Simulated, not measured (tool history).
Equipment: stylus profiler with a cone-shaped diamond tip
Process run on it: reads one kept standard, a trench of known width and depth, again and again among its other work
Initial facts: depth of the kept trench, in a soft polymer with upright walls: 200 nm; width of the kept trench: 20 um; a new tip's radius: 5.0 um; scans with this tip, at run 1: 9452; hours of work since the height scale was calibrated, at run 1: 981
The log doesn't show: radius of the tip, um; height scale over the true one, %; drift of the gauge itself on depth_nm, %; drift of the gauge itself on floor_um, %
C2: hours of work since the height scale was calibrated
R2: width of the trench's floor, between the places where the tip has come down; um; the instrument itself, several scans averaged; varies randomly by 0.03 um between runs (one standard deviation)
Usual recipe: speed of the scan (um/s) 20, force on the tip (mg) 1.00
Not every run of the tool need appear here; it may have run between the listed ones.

Run 1, day 0.000: usual settings; scans with this tip 9452; C2 981. Result: depth of the trench (Å) 2021.0, R2 16.31 um.
At day 1.633: height scale calibrated on a step standard.
Run 2, day 4.796: usual settings; scans with this tip 9802; C2 52. Result: depth of the trench (Å) 2016.4, R2 16.32 um.
Run 3, day 9.796: usual settings; scans with this tip 10169; C2 133. Result: depth of the trench (Å) 2015.2, R2 16.29 um.
Run 4, day 14.154: usual settings; scans with this tip 10488; C2 205. Result: depth of the trench (Å) 2017.4, R2 16.30 um.
At day 14.696: new tip fitted, height scale calibrated.
Run 5, day 17.746: usual settings; scans with this tip 223; C2 50. Result: depth of the trench (Å) 2013.5, R2 17.01 um.
Run 6, day 21.988: usual settings; scans with this tip 534; C2 119. Result: depth of the trench (Å) 2014.8, R2 16.94 um.
Run 7, day 26.688: usual settings; scans with this tip 879; C2 196. Result: depth of the trench (Å) 2013.5, R2 16.96 um.
Run 8, day 31.050: usual settings but speed of the scan (um/s) 11; scans with this tip 1198; C2 267. Result: depth of the trench (Å) 2015.6, R2 16.98 um.
Run 9, day 35.383: usual settings but force on the tip (mg) 1.17; scans with this tip 1516; C2 338. Result: depth of the trench (Å) 2017.2, R2 16.92 um.
Run 10, day 38.762: usual settings but force on the tip (mg) 1.17; scans with this tip 1764; C2 393. Result: depth of the trench (Å) 2018.5, R2 16.92 um.
Run 11, day 42.492: usual settings; scans with this tip 2037; C2 454. Result: depth of the trench (Å) 2018.6, R2 16.84 um.
Run 12, day 45.671: usual settings; scans with this tip 2270; C2 506. Result: depth of the trench (Å) 2020.4, R2 16.79 um.
Run 13, day 48.262: usual settings; scans with this tip 2460; C2 549. Result: depth of the trench (Å) 2017.0, R2 16.85 um.
Run 14, day 52.562: usual settings but force on the tip (mg) 1.13; scans with this tip 2775; C2 619. Result: depth of the trench (Å) 2021.1, R2 16.76 um.
Run 15, day 56.279: usual settings but force on the tip (mg) 1.13; scans with this tip 3048; C2 680. Result: depth of the trench (Å) 2018.2, R2 16.81 um.
Run 16, day 60.558: usual settings but speed of the scan (um/s) 25, force on the tip (mg) 1.13; scans with this tip 3361; C2 749. Result: depth of the trench (Å) 2021.3, R2 16.78 um.
Run 17, day 63.942: usual settings but speed of the scan (um/s) 35; scans with this tip 3609; C2 805. Result: depth of the trench (Å) 2022.8, R2 16.65 um.
Run 18, day 68.746: usual settings; scans with this tip 3961; C2 883. Result: depth of the trench (Å) 2021.1, R2 16.73 um.
Run 19, day 74.662: usual settings; scans with this tip 4395; C2 980. Result: depth of the trench (Å) 2022.1, R2 16.64 um.
At day 76.700: height scale calibrated on a step standard.
Run 20, day 79.479: usual settings; scans with this tip 4746; C2 45. Result: depth of the trench (Å) 2015.1, R2 16.64 um.
Run 21, day 84.000: usual settings; scans with this tip 5078; C2 119. Result: depth of the trench (Å) 2012.9, R2 16.59 um.
Run 22, day 86.921: usual settings; scans with this tip 5292; C2 167. Result: depth of the trench (Å) 2013.6, R2 16.59 um.
Run 23, day 91.404: usual settings; scans with this tip 5621; C2 240. Result: depth of the trench (Å) 2014.1, R2 16.54 um.
Run 24, day 95.383: usual settings but speed of the scan (um/s) 34; scans with this tip 5912; C2 305. Result: depth of the trench (Å) 2014.7, R2 16.50 um.
Run 25, day 99.238: usual settings but speed of the scan (um/s) 34; scans with this tip 6195; C2 368. Result: depth of the trench (Å) 2015.1, R2 16.49 um.
Run 26, day 103.817: usual settings but speed of the scan (um/s) 13; scans with this tip 6530; C2 443. Result: depth of the trench (Å) 2018.6, R2 16.58 um.
Run 27, day 106.979: usual settings but speed of the scan (um/s) 9, force on the tip (mg) 1.78; scans with this tip 6762; C2 495. Result: depth of the trench (Å) 2024.7, R2 16.58 um.
Run 28, day 110.675: usual settings but speed of the scan (um/s) 9, force on the tip (mg) 1.78; scans with this tip 7033; C2 555. Result: depth of the trench (Å) 2024.0, R2 16.54 um.
Run 29, day 115.333: usual settings but speed of the scan (um/s) 9, force on the tip (mg) 1.78; scans with this tip 7374; C2 631. Result: depth of the trench (Å) 2025.3, R2 16.52 um.
Run 30, day 118.946: usual settings but speed of the scan (um/s) 7, force on the tip (mg) 0.65; scans with this tip 7639; C2 690. Result: depth of the trench (Å) 2015.3, R2 16.48 um.
Run 31, day 121.517: usual settings but speed of the scan (um/s) 7, force on the tip (mg) 0.65; scans with this tip 7828; C2 732. Result: depth of the trench (Å) 2016.0, R2 16.50 um.
Run 32, day 125.079: usual settings but force on the tip (mg) 0.72; scans with this tip 8089; C2 791. Result: depth of the trench (Å) 2016.2, R2 16.35 um.
Run 33, day 130.758: usual settings but force on the tip (mg) 2.90; scans with this tip 8505; C2 883. Result: depth of the trench (Å) 2036.9, R2 16.46 um.
Run 34, day 135.738: usual settings but force on the tip (mg) 2.90; scans with this tip 8870; C2 965. Result: depth of the trench (Å) 2035.8, R2 16.35 um.
At day 138.621: height scale calibrated on a step standard.
Run 35, day 138.996: usual settings but force on the tip (mg) 1.99; scans with this tip 9107; C2 6. Result: depth of the trench (Å) 2019.7, R2 16.36 um.
Run 36, day 142.958: usual settings but speed of the scan (um/s) 13; scans with this tip 9397; C2 71. Result: depth of the trench (Å) 2014.0, R2 16.39 um.
Run 37, day 146.646: usual settings but speed of the scan (um/s) 6, force on the tip (mg) 0.63; scans with this tip 9668; C2 131. Result: depth of the trench (Å) 2012.0, R2 16.29 um.
Run 38, day 149.704: usual settings but speed of the scan (um/s) 6, force on the tip (mg) 0.63; scans with this tip 9892; C2 181. Result: depth of the trench (Å) 2010.8, R2 16.37 um.
Run 39, day 154.975: usual settings but speed of the scan (um/s) 6, force on the tip (mg) 0.56; scans with this tip 10278; C2 267. Result: depth of the trench (Å) 2009.8, R2 16.34 um.
Run 40, day 157.775: usual settings but speed of the scan (um/s) 60; scans with this tip 10484; C2 313. Result: depth of the trench (Å) 2014.8, R2 16.01 um.
At day 158.267: new tip fitted, height scale calibrated.
Run 41, day 161.533: usual settings but speed of the scan (um/s) 11, force on the tip (mg) 1.63; scans with this tip 240; C2 53. Result: depth of the trench (Å) 2020.9, R2 17.15 um.
Run 42, day 165.975: usual settings but speed of the scan (um/s) 17, force on the tip (mg) 0.41; scans with this tip 565; C2 126. Result: depth of the trench (Å) 2009.7, R2 16.97 um.
Run 43, day 171.712: usual settings but speed of the scan (um/s) 11, force on the tip (mg) 2.19; scans with this tip 986; C2 220. Result: depth of the trench (Å) 2025.4, R2 17.07 um.
Run 44, day 177.242: usual settings but speed of the scan (um/s) 11, force on the tip (mg) 2.19; scans with this tip 1391; C2 310. Result: depth of the trench (Å) 2028.7, R2 17.00 um.
Run 45, day 180.879: usual settings but speed of the scan (um/s) 43, force on the tip (mg) 0.36; scans with this tip 1658; C2 370. Result: depth of the trench (Å) 2010.9, R2 16.60 um.
Run 46, day 186.762: usual settings but speed of the scan (um/s) 6, force on the tip (mg) 0.60; scans with this tip 2089; C2 466. Result: depth of the trench (Å) 2011.4, R2 17.04 um.

Here are 4 independent what-if runs from the current tool condition. What would each one return?
Run A, day 189.608: usual settings but speed of the scan (um/s) 6, force on the tip (mg) 0.37; scans with this tip 2297; C2 512. Result: depth of the trench (Å) ?, R2 ?.
Run B, day 189.608: usual settings but speed of the scan (um/s) 26, force on the tip (mg) 1.29; scans with this tip 2297; C2 512. Result: depth of the trench (Å) ?, R2 ?.
Run C, day 189.608: usual settings but force on the tip (mg) 1.42; scans with this tip 2297; C2 512. Result: depth of the trench (Å) ?, R2 ?.
Run D, day 189.608: usual settings but speed of the scan (um/s) 15, force on the tip (mg) 0.70; scans with this tip 2297; C2 512. Result: depth of the trench (Å) ?, R2 ?.

run  depth of the trench (Å)     R2
  A                   2010.1  16.89
  B                   2020.3  16.85
  C                   2021.3  16.91
  D                   2015.9  16.88
Without the tool's hidden state the same runs would have given:
run  depth of the trench (Å)     R2
  A                   2005.8  17.11
  B                   2015.9  17.07
  C                   2016.9  17.13
  D                   2011.6  17.09
